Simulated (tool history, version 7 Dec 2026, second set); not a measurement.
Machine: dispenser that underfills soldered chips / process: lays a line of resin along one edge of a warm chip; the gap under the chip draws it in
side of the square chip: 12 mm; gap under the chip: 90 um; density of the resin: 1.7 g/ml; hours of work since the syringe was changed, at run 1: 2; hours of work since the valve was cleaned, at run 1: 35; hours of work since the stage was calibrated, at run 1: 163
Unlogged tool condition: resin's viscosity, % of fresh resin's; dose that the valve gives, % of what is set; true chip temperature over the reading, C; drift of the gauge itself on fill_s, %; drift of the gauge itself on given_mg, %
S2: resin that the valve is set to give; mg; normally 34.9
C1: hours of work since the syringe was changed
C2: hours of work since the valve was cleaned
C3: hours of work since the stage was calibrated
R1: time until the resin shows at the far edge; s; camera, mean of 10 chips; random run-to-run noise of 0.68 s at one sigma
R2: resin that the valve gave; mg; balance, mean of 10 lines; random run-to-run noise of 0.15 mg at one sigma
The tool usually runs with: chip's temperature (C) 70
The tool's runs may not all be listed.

run 1 hour=0 | chip's_temperature_(C)=70 S2=34.9 | C1=2 C2=35 C3=163 | R1=74.1 R2=34.32
run 2 hour=3.7 | chip's_temperature_(C)=70 S2=34.9 | C1=4 C2=37 C3=166 | R1=91.3 R2=34.11
-- hour=5.2 new syringe of resin
run 3 hour=8.7 | chip's_temperature_(C)=70 S2=34.9 | C1=2 C2=40 C3=169 | R1=77.2 R2=34.29
run 4 hour=11.6 | chip's_temperature_(C)=70 S2=34.9 | C1=4 C2=42 C3=170 | R1=92.1 R2=34.03
-- hour=13.5 new syringe of resin
run 5 hour=16.8 | chip's_temperature_(C)=70 S2=34.9 | C1=2 C2=45 C3=174 | R1=75.7 R2=33.78
-- hour=22 new syringe of resin
run 6 hour=23.4 | chip's_temperature_(C)=70 S2=34.9 | C1=1 C2=49 C3=177 | R1=68.3 R2=34.21
-- hour=25.3 dispensing valve cleaned and set on the balance
run 7 hour=28.7 | chip's_temperature_(C)=70 S2=30.3 | C1=4 C2=2 C3=180 | R1=87.3 R2=30.35
-- hour=31.4 new syringe of resin
run 8 hour=33 | chip's_temperature_(C)=70 S2=30.3 | C1=1 C2=5 C3=183 | R1=69.6 R2=30.05
run 9 hour=38.6 | chip's_temperature_(C)=70 S2=30.3 | C1=5 C2=8 C3=186 | R1=95.9 R2=30.02
-- hour=39.9 new syringe of resin
run 10 hour=44.7 | chip's_temperature_(C)=70 S2=30.3 | C1=3 C2=12 C3=190 | R1=84.8 R2=30.07
-- hour=48.3 new syringe of resin
run 11 hour=48.3 | chip's_temperature_(C)=70 S2=30.3 | C1=0 C2=14 C3=192 | R1=65.6 R2=29.97
run 12 hour=53.3 | chip's_temperature_(C)=57 S2=34.9 | C1=3 C2=17 C3=195 | R1=148.5 R2=34.52
-- hour=56.8 new syringe of resin
run 13 hour=57.4 | chip's_temperature_(C)=68 S2=34.9 | C1=0 C2=20 C3=198 | R1=72 R2=34.37
run 14 hour=62.8 | chip's_temperature_(C)=68 S2=34.9 | C1=4 C2=23 C3=201 | R1=95.7 R2=34.23
-- hour=65.4 new syringe of resin
run 15 hour=65.8 | chip's_temperature_(C)=68 S2=34.9 | C1=0 C2=25 C3=203 | R1=71 R2=34.56
run 16 hour=72.1 | chip's_temperature_(C)=66 S2=35.5 | C1=4 C2=29 C3=207 | R1=110.4 R2=34.85
-- hour=73.8 new syringe of resin
run 17 hour=77.5 | chip's_temperature_(C)=71 S2=41.5 | C1=2 C2=32 C3=210 | R1=74 R2=41.15
run 18 hour=80.6 | chip's_temperature_(C)=72 S2=37.5 | C1=4 C2=34 C3=212 | R1=83.5 R2=36.55
-- hour=82.3 new syringe of resin
run 19 hour=84 | chip's_temperature_(C)=72 S2=37.5 | C1=1 C2=36 C3=214 | R1=65.4 R2=36.88
run 20 hour=88.1 | chip's_temperature_(C)=81 S2=31.1 | C1=4 C2=39 C3=217 | R1=56.3 R2=30.4
-- hour=90.6 new syringe of resin
run 21 hour=93.7 | chip's_temperature_(C)=59 S2=40.7 | C1=2 C2=42 C3=220 | R1=121.2 R2=39.75
run 22 hour=98.2 | chip's_temperature_(C)=59 S2=40.7 | C1=5 C2=45 C3=223 | R1=156.1 R2=39.52
-- hour=98.9 new syringe of resin
run 23 hour=103 | chip's_temperature_(C)=74 S2=40.7 | C1=3 C2=48 C3=226 | R1=65.5 R2=39.8
-- hour=107 dispensing valve cleaned and set on the balance
-- hour=108.2 new syringe of resin
run 24 hour=108.3 | chip's_temperature_(C)=74 S2=40.7 | C1=0 C2=1 C3=228 | R1=52.2 R2=40.74
run 25 hour=111.3 | chip's_temperature_(C)=74 S2=39.2 | C1=2 C2=3 C3=230 | R1=62.9 R2=39.15
-- hour=116.8 new syringe of resin
run 26 hour=117.6 | chip's_temperature_(C)=73 S2=37 | C1=0 C2=6 C3=234 | R1=58.8 R2=36.86
run 27 hour=123.5 | chip's_temperature_(C)=73 S2=32.1 | C1=4 C2=10 C3=238 | R1=82.6 R2=31.88
-- hour=125.1 new syringe of resin
run 28 hour=126.8 | chip's_temperature_(C)=73 S2=32.1 | C1=1 C2=12 C3=239 | R1=63.9 R2=31.91
run 29 hour=132.8 | chip's_temperature_(C)=73 S2=32.1 | C1=5 C2=16 C3=243 | R1=86.7 R2=32.04
-- hour=133.7 new syringe of resin
run 30 hour=137.3 | chip's_temperature_(C)=63 S2=30 | C1=2 C2=18 C3=246 | R1=110.7 R2=29.92

Results for each run, recomputed without the tool's hidden state and with each run's random variation untouched:
run=1 R1=59.9 R2=34.93
run=2 R1=60.4 R2=34.77
run=3 R1=60.9 R2=35.01
run=4 R1=62.1 R2=34.79
run=5 R1=60.8 R2=34.6
run=6 R1=61.3 R2=35.11
run=7 R1=61.8 R2=30.4
run=8 R1=62.2 R2=30.14
run=9 R1=63.5 R2=30.18
run=10 R1=62.4 R2=30.29
run=11 R1=63.1 R2=30.23
run=12 R1=108.4 R2=34.88
run=13 R1=66.8 R2=34.79
run=14 R1=66.2 R2=34.71
run=15 R1=67 R2=35.08
run=16 R1=74 R2=35.45
run=17 R1=57.4 R2=41.94
run=18 R1=54.8 R2=37.29
run=19 R1=56.4 R2=37.67
run=20 R1=38.7 R2=31.09
run=21 R1=97.5 R2=40.74
run=22 R1=98.3 R2=40.58
run=23 R1=50 R2=40.93
run=24 R1=49.4 R2=40.76
run=25 R1=50.6 R2=39.21
run=26 R1=53.3 R2=37
run=27 R1=54 R2=32.08
run=28 R1=54.4 R2=32.14
run=29 R1=52.9 R2=32.34
run=30 R1=85.1 R2=30.25

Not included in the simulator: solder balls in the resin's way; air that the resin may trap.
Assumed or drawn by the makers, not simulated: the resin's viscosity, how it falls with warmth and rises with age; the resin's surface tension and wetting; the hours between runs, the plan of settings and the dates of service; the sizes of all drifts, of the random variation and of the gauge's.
